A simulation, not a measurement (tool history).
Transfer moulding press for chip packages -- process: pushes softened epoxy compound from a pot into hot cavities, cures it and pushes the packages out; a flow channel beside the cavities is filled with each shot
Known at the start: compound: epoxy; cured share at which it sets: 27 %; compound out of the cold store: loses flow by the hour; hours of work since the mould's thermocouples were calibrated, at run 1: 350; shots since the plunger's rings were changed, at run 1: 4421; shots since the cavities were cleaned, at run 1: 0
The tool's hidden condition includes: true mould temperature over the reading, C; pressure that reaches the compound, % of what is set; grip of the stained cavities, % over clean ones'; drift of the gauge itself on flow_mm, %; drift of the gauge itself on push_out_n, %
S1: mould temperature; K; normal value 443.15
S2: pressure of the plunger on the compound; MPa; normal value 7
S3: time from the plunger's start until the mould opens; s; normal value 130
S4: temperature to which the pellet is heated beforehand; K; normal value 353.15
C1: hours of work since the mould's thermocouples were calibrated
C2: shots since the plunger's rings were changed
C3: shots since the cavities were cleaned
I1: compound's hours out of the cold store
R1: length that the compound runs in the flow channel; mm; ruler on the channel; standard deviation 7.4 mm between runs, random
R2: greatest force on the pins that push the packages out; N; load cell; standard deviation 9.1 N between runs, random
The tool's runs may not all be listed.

run     day      S1    S2   S3      S4   C1    C2   C3    I1   R1   R2
  1       0  443.15     7  130  353.15  350  4421    0  13.1  800  414
  2   0.329  438.15     7  130  353.15  354  4482   61  47.8  726  532
  3   0.833  438.15     7  130  353.15  361  4576  155  14.1  797  641
      1.138  -- mould's thermocouples calibrated
  4   1.504  443.15     7  130  353.15    5  4685  264  23.7  772  511
  5   1.967  443.15     7  130  353.15   11  4770  349  36.5  747  527
  6   2.312  443.15     7  130  353.15   15  4835  414    39  731  558
  7   2.771  443.15     7  130  353.15   21  4920  499  41.9  723  563
      3.079  -- cavities cleaned with cleaning compound and waxed
  8   3.171  443.15     7  130  353.15   26  4983   17  26.8  764  421
  9   3.467  443.15     7  130  353.15   29  5038   72  46.9  707  437
 10     3.8  443.15     7  130  353.15   34  5100  134  35.4  728  474
 11   4.162  443.15     7  130  356.15   38  5166  200  35.4  734  479
 12   4.617  443.15  5.73  130  353.15   44  5251  285   9.8  719  524
 13   4.892  443.15  5.73  122  353.15   48  5302  336   9.7  722  579
 14   5.438  443.15  5.73  122  353.15   55  5404  438  23.9  693  613
 15   5.854  443.15  5.73  122  353.15   60  5481  515  44.6  646  645
      6.088  -- cavities cleaned with cleaning compound and waxed
 16   6.308  443.15  5.73  163  353.15   65  5554   41  21.2  700  379
 17   6.833  443.15  5.73  163  353.15   72  5651  138  38.8  653  419
 18   7.167  449.15     7  130  359.15   77  5713  200  16.6  754  421
      7.729  -- plunger's sealing rings changed
 19   7.858  449.15     7  130  359.15   84    24  309  11.4  849  466
 20   8.192  439.15  7.19  168  362.15   89    86  371  17.4  888  493
 21   8.471  436.15  6.04  121  358.15   92   138  423  36.5  768  961
 22   8.967  443.15  6.19  130  362.15   99   230  515    23  784  582
      9.217  -- cavities cleaned with cleaning compound and waxed
 23   9.529  436.15     7  130  353.15  105   322   58  19.9  874  671
 24  10.008  436.15     7  130  353.15  111   411  147    24  863  718
 25  10.296  444.15  6.11  150  360.15  115   465  201  40.2  730  436
 26  10.562  444.15  6.11  150  360.15  118   515  251  23.2  766  440
 27  11.158  444.15  6.11  150  360.15  126   625  361  26.4  758  479
 28  11.688  449.15  6.33  118  360.15  133   723  459  16.5  773  527
 29  11.983  449.15  7.04  161  348.15  137   778  514  34.4  772  501

Here are 3 independent what-if runs from the current tool condition. What would each one return?
     12.233  -- cavities cleaned with cleaning compound and waxed
  A  12.35  443.15    7  128  353.15  141  835  22    12   ?   ?
     12.233  -- cavities cleaned with cleaning compound and waxed
  B  12.35  439.15  7.4  130  351.15  141  835  22  26.1   ?   ?
     12.233  -- cavities cleaned with cleaning compound and waxed
  C  12.35  443.15    7  113  361.15  141  835  22  26.6   ?   ?

run   R1   R2
  A  858  423
  B  865  516
  C  818  497
Without the tool's hidden state the same runs would have given:
run   R1   R2
  A  876  415
  B  884  512
  C  835  492
